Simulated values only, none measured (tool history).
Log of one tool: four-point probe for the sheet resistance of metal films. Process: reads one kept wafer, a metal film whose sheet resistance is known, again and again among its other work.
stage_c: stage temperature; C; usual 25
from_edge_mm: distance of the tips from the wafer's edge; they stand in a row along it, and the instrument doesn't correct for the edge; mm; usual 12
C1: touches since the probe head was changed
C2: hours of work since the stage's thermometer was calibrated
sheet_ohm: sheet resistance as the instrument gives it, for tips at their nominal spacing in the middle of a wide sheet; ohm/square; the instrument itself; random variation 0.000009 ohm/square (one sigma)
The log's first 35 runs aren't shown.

{"run": 36, "hour": 1075.7, "stage_c": 22, "from_edge_mm": 10, "C1": 36644, "C2": 78, "sheet_ohm": 0.045024}
{"run": 37, "hour": 1103.3, "stage_c": 32, "from_edge_mm": 12, "C1": 37007, "C2": 93, "sheet_ohm": 0.045077}
{"hour": 1106.5, "done": "stage's thermometer calibrated, once more"}
{"run": 38, "hour": 1137.9, "stage_c": 32, "from_edge_mm": 12, "C1": 37457, "C2": 17, "sheet_ohm": 0.044986}
{"run": 39, "hour": 1163.1, "stage_c": 32, "from_edge_mm": 12, "C1": 37788, "C2": 31, "sheet_ohm": 0.044976}
{"run": 40, "hour": 1190.6, "stage_c": 32, "from_edge_mm": 12, "C1": 38150, "C2": 47, "sheet_ohm": 0.044978}
{"run": 41, "hour": 1212.7, "stage_c": 34, "from_edge_mm": 11, "C1": 38440, "C2": 59, "sheet_ohm": 0.044997}
{"run": 42, "hour": 1254.0, "stage_c": 34, "from_edge_mm": 11, "C1": 38985, "C2": 82, "sheet_ohm": 0.045004}
{"run": 43, "hour": 1273.7, "stage_c": 29, "from_edge_mm": 12, "C1": 39243, "C2": 93, "sheet_ohm": 0.044941}
{"run": 44, "hour": 1295.5, "stage_c": 34, "from_edge_mm": 4, "C1": 39530, "C2": 105, "sheet_ohm": 0.04532}
{"run": 45, "hour": 1323.5, "stage_c": 20, "from_edge_mm": 6, "C1": 39898, "C2": 120, "sheet_ohm": 0.045008}
{"run": 46, "hour": 1350.6, "stage_c": 20, "from_edge_mm": 6, "C1": 40255, "C2": 135, "sheet_ohm": 0.044997}

3 ways to go on from here, each from the tool as it stands after run 46. What would each give?
{"run": "A", "hour": 1386.8, "stage_c": 21, "from_edge_mm": 41, "C1": 40732, "C2": 155, "sheet_ohm": "?"}
{"run": "B", "hour": 1386.8, "stage_c": 34, "from_edge_mm": 12, "C1": 40732, "C2": 155, "sheet_ohm": "?"}
{"run": "C", "hour": 1386.8, "stage_c": 25, "from_edge_mm": 13, "C1": 40732, "C2": 155, "sheet_ohm": "?"}

run=A sheet_ohm=0.044842
run=B sheet_ohm=0.044972
run=C sheet_ohm=0.044905
Without the tool's hidden state the same runs would have given:
run=A sheet_ohm=0.045083
run=B sheet_ohm=0.045215
run=C sheet_ohm=0.045147
